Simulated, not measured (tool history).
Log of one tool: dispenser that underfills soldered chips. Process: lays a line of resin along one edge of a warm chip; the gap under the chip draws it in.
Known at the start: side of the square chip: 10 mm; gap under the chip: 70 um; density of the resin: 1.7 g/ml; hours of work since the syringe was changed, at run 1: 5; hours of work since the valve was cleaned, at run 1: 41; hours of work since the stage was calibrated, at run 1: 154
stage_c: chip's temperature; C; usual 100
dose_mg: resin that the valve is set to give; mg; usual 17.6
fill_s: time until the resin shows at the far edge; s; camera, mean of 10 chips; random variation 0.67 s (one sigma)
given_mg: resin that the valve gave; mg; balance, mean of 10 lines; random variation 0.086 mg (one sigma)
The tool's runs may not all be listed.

| run | hour | stage_c | dose_mg | hours of work since the syringe was changed | hours of work since the valve was cleaned | hours of work since the stage was calibrated | fill_s | given_mg |
|---|---|---|---|---|---|---|---|---|
| 1 | 0 | 100 | 17.6 | 5 | 41 | 154 | 79 | 16.98 |
| 2 | 4.6 | 100 | 17.6 | 7 | 44 | 157 | 97.1 | 16.87 |
|  | 7.4 | new syringe of resin |
| 3 | 12.2 | 100 | 17.6 | 3 | 49 | 162 | 74.8 | 16.7 |
| 4 | 19.5 | 100 | 17.6 | 8 | 54 | 166 | 102.7 | 16.57 |
|  | 21.4 | new syringe of resin |
| 5 | 24.2 | 100 | 17.6 | 2 | 56 | 169 | 68.5 | 16.5 |
| 6 | 29.4 | 100 | 17.6 | 5 | 60 | 172 | 85.9 | 16.68 |
|  | 35.6 | new syringe of resin |
| 7 | 37.3 | 100 | 17.6 | 1 | 64 | 177 | 64.8 | 16.5 |
|  | 39.8 | dispensing valve cleaned and set on the balance |
| 8 | 42.9 | 100 | 17.6 | 4 | 2 | 180 | 76.9 | 17.47 |
| 9 | 46.5 | 100 | 17.6 | 6 | 4 | 183 | 90.8 | 17.58 |
|  | 50.8 | new syringe of resin |
| 10 | 53.8 | 100 | 17.6 | 2 | 9 | 187 | 68.1 | 17.4 |
| 11 | 57.2 | 100 | 17.6 | 4 | 11 | 189 | 78.2 | 17.56 |
| 12 | 62.7 | 94 | 17.6 | 8 | 14 | 193 | 117.6 | 17.39 |
|  | 64.9 | new syringe of resin |
| 13 | 68.7 | 94 | 17.6 | 2 | 18 | 196 | 83 | 17.32 |
| 14 | 76.3 | 94 | 17.6 | 7 | 23 | 201 | 116.7 | 17.33 |
|  | 79.1 | new syringe of resin |
| 15 | 84 | 100 | 17.6 | 3 | 28 | 206 | 73.4 | 17.17 |
| 16 | 89.5 | 100 | 17.6 | 7 | 31 | 209 | 91.1 | 17.02 |
|  | 93.1 | new syringe of resin |
| 17 | 95.4 | 115 | 17.6 | 1 | 35 | 213 | 42.9 | 17.14 |
| 18 | 102.6 | 115 | 17.6 | 6 | 39 | 217 | 58.3 | 16.86 |
|  | 107.6 | new syringe of resin |
| 19 | 109.6 | 115 | 17.6 | 1 | 44 | 222 | 42.2 | 16.89 |
| 20 | 113 | 90 | 17.6 | 3 | 46 | 224 | 100.4 | 16.87 |
| 21 | 118.5 | 90 | 17.6 | 7 | 49 | 227 | 128.7 | 16.83 |
|  | 121.6 | new syringe of resin |
| 22 | 123.4 | 101 | 15.7 | 1 | 52 | 230 | 62.7 | 14.93 |
| 23 | 127.8 | 108 | 15.6 | 4 | 55 | 233 | 63.2 | 14.9 |
| 24 | 132.8 | 90 | 18.2 | 7 | 58 | 236 | 127.8 | 17.08 |
|  | 135.6 | new syringe of resin |
| 25 | 139.4 | 103 | 17.8 | 2 | 62 | 240 | 60.9 | 16.79 |
| 26 | 143.5 | 88 | 19.8 | 5 | 65 | 243 | 114.3 | 18.65 |
|  | 145.5 | dispensing valve cleaned and set on the balance |
| 27 | 150.1 | 110 | 17.6 | 9 | 3 | 246 | 76.1 | 17.66 |
|  | 150.8 | new syringe of resin |
| 28 | 155.3 | 110 | 22.7 | 3 | 6 | 250 | 51.7 | 22.64 |
| 29 | 160.2 | 108 | 15.8 | 6 | 9 | 253 | 71.9 | 15.69 |
|  | 165.1 | new syringe of resin |
| 30 | 165.6 | 108 | 15.8 | 0 | 12 | 256 | 49.6 | 15.54 |
| 31 | 170.6 | 108 | 15.8 | 4 | 16 | 259 | 60.5 | 15.64 |
| 32 | 176.5 | 111 | 20.9 | 7 | 19 | 263 | 69 | 20.58 |
|  | 179.1 | new syringe of resin |
| 33 | 183.4 | 111 | 20.9 | 3 | 24 | 267 | 49.9 | 20.42 |
| 34 | 190.6 | 92 | 16 | 7 | 28 | 272 | 124.9 | 15.66 |
|  | 193.2 | new syringe of resin |
| 35 | 198.2 | 105 | 15.1 | 3 | 33 | 276 | 66.5 | 14.52 |

Run 36 comes next. What will it give?
| 36 | 205.4 | 108 | 16.5 | 8 | 37 | 281 | ? | ? |

{"run 36": {"fill_s": 80.1, "given_mg": 15.89}}
Without the tool's hidden state the same run would have given fill_s 47.9 s, given_mg 16.47 mg.

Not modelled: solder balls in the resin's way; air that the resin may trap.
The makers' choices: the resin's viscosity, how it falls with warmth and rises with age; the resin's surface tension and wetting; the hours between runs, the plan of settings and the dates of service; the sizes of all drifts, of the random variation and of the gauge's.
